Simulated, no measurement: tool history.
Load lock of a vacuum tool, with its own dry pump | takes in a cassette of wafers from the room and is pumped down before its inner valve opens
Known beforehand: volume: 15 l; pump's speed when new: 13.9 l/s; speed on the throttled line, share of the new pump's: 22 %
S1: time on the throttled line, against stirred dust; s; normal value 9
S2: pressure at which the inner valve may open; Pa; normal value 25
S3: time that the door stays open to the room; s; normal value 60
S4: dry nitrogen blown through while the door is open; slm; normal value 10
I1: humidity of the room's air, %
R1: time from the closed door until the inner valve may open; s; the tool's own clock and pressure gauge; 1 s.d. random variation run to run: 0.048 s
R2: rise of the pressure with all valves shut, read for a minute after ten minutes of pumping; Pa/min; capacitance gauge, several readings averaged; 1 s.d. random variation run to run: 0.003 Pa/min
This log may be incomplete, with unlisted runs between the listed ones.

run    hour  S1  S2   S3  S4    I1     R1     R2
  1       0   9  25   60  10  43.9  17.16   0.24
  2   343.5   9  25   60  18  45.5  17.16  0.236
  3   667.7   5  25   60  18  42.1  14.25  0.252
  4  1130.6   9  25   60  10  41.8  17.22  0.269
  5  1503.3   9  25   60  10  47.7  17.27  0.278
  6  1867.7   9  25   60   8  43.5  17.36  0.293
  7  2399.8   9  25   60   8  42.7  17.41  0.301
     2617.3  -- dry pump taken out, an overhauled one fitted
     2816.4  -- door's seal changed, seat wiped
  8    2869   8  25   60   8  44.5  15.17  0.044
  9  3157.9   8  25   60   8  44.4  15.17  0.041
 10  3694.3   8  25   60   8  44.3  15.24  0.044
 11  4172.8   9  25   60  10  42.8  16.04  0.047
 12  4450.1   9  25   60  10  45.8  16.06  0.049
 13  4694.6   9  25   60  10    44   16.1  0.047
 14  5028.8   9  25   60  14  46.2  16.15  0.039
 15    5451   9  25   60  14  43.3   16.1  0.047
 16  5981.4   9  25   60  14  41.9   16.1  0.059
 17  6484.7   6  26   79  33  45.4  13.92   0.05
 18  6936.4   9  20   34   9  44.9  16.58  0.064
 19  7346.8  15  20   77  18  41.5  21.15  0.062
 20  7783.9  15  20   77  18  47.3  21.17   0.07
 21    8301   9  25  195  10  44.8  16.46  0.099
 22  8726.7  10  18   60  10  44.4  17.63  0.088

Estimate the outcome of run 23 from the log above:
 23  9127.6   9  45  60  10  47.1   ?   ?

R1: 15.72 s
R2: 0.095 Pa/min
With no hidden state in the tool, this same run would have given R1 15.33 s, R2 0.039 Pa/min.

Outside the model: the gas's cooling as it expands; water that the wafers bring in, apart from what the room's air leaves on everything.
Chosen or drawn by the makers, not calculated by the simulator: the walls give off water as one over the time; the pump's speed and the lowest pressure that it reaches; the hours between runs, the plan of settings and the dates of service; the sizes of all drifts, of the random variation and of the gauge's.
